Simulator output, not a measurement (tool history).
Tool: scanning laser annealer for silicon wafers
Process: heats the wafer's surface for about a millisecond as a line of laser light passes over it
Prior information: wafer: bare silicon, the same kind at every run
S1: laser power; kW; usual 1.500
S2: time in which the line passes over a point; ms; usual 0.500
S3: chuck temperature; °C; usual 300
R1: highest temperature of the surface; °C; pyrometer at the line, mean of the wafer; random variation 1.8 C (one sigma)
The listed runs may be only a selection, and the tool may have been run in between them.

{"run": 1, "hour": 0.0, "S1": 1.5, "S2": 0.5, "S3": 300, "R1": 999}
{"run": 2, "hour": 25.1, "S1": 1.5, "S2": 0.5, "S3": 300, "R1": 1000}
{"run": 3, "hour": 53.1, "S1": 1.5, "S2": 0.5, "S3": 300, "R1": 998}
{"run": 4, "hour": 80.9, "S1": 1.5, "S2": 0.5, "S3": 300, "R1": 995}
{"run": 5, "hour": 94.1, "S1": 1.5, "S2": 0.5, "S3": 300, "R1": 997}
{"run": 6, "hour": 114.2, "S1": 1.5, "S2": 0.5, "S3": 300, "R1": 997}
{"run": 7, "hour": 131.0, "S1": 1.577, "S2": 0.5, "S3": 300, "R1": 1043}
{"run": 8, "hour": 155.3, "S1": 1.577, "S2": 0.5, "S3": 300, "R1": 1042}
{"run": 9, "hour": 179.7, "S1": 1.5, "S2": 0.5, "S3": 300, "R1": 992}
{"run": 10, "hour": 205.9, "S1": 1.282, "S2": 0.5, "S3": 300, "R1": 869}
{"run": 11, "hour": 223.5, "S1": 1.282, "S2": 0.5, "S3": 300, "R1": 865}
{"run": 12, "hour": 252.4, "S1": 1.564, "S2": 0.518, "S3": 324, "R1": 1070}
{"run": 13, "hour": 264.7, "S1": 1.616, "S2": 0.482, "S3": 322, "R1": 1072}
{"run": 14, "hour": 277.7, "S1": 1.494, "S2": 0.402, "S3": 295, "R1": 923}
{"run": 15, "hour": 292.6, "S1": 1.494, "S2": 0.581, "S3": 339, "R1": 1073}
{"run": 16, "hour": 306.7, "S1": 1.494, "S2": 0.581, "S3": 339, "R1": 1068}
{"run": 17, "hour": 333.2, "S1": 1.346, "S2": 0.501, "S3": 336, "R1": 939}

Consider 4 possible next runs. They are alternatives, not a sequence: every one starts from the tool as it was left by run 17. What does each give?
{"run": "A", "hour": 356.7, "S1": 1.5, "S2": 0.397, "S3": 334, "R1": "?"}
{"run": "B", "hour": 356.7, "S1": 1.346, "S2": 0.361, "S3": 336, "R1": "?"}
{"run": "C", "hour": 356.7, "S1": 1.31, "S2": 0.411, "S3": 300, "R1": "?"}
{"run": "D", "hour": 356.7, "S1": 1.578, "S2": 0.5, "S3": 300, "R1": "?"}

run=A R1=960
run=B R1=861
run=C R1=837
run=D R1=1037
Without the tool's unlogged condition, the same runs would have read:
run=A R1=978
run=B R1=877
run=C R1=853
run=D R1=1059
